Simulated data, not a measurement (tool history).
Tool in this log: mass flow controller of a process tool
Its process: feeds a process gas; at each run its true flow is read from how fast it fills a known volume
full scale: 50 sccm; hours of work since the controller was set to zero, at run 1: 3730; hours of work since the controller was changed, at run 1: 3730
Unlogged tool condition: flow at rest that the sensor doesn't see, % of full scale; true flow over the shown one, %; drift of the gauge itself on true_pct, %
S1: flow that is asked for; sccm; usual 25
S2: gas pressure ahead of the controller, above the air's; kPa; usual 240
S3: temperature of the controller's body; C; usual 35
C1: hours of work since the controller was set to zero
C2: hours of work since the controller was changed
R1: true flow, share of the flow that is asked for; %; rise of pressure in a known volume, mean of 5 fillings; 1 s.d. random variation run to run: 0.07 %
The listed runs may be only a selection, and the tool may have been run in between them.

| run | hour | S1 | S2 | S3 | C1 | C2 | R1 |
|---|---|---|---|---|---|---|---|
| 1 | 0 | 25 | 240 | 35 | 3730 | 3730 | 98.92 |
| 2 | 86 | 25 | 240 | 35 | 3772 | 3772 | 98.92 |
| 3 | 259 | 25 | 240 | 35 | 3858 | 3858 | 99.05 |
| 4 | 452.2 | 25 | 240 | 35 | 3953 | 3953 | 99.02 |
| 5 | 639 | 25 | 162 | 35 | 4045 | 4045 | 98.5 |
| 6 | 738.3 | 25 | 240 | 33 | 4094 | 4094 | 99.03 |
| 7 | 851.2 | 25 | 240 | 33 | 4150 | 4150 | 99.14 |
| 8 | 967.4 | 25 | 240 | 35 | 4207 | 4207 | 98.96 |
| 9 | 1172.7 | 25 | 240 | 35 | 4308 | 4308 | 98.91 |
| 10 | 1305.8 | 25 | 240 | 35 | 4374 | 4374 | 99.02 |
| 11 | 1401.2 | 10 | 240 | 31 | 4421 | 4421 | 98.64 |
| 12 | 1553.2 | 7 | 240 | 35 | 4496 | 4496 | 98.55 |
| 13 | 1646.6 | 11 | 205 | 22 | 4542 | 4542 | 99.13 |
| 14 | 1841.8 | 6 | 142 | 21 | 4638 | 4638 | 98.64 |
| 15 | 2025.5 | 22 | 240 | 21 | 4729 | 4729 | 99.82 |
| 16 | 2193.7 | 25 | 240 | 37 | 4812 | 4812 | 98.81 |
| 17 | 2397.1 | 25 | 240 | 37 | 4912 | 4912 | 98.94 |
| 18 | 2504.3 | 17 | 147 | 35 | 4965 | 4965 | 98.12 |
|  | 2594.6 | controller's zero set anew |
| 19 | 2627.5 | 25 | 271 | 35 | 16 | 5026 | 99.32 |
| 20 | 2764.9 | 25 | 271 | 35 | 84 | 5094 | 99.15 |

Predict each of these 5 candidate next runs independently; none follows another, all start after run 20:
| A | 2852.6 | 10 | 148 | 22 | 127 | 5137 | ? |
| B | 2852.6 | 25 | 209 | 24 | 127 | 5137 | ? |
| C | 2852.6 | 31 | 240 | 35 | 127 | 5137 | ? |
| D | 2852.6 | 35 | 271 | 35 | 127 | 5137 | ? |
| E | 2852.6 | 18 | 253 | 29 | 127 | 5137 | ? |

| run | R1 |
|---|---|
| A | 98.73 |
| B | 99.54 |
| C | 99.15 |
| D | 99.45 |
| E | 99.16 |
Stripped of hidden state, with their random variation kept, the same runs would have yielded:
| run | R1 |
|---|---|
| A | 98.72 |
| B | 99.54 |
| C | 99.14 |
| D | 99.44 |
| E | 99.16 |
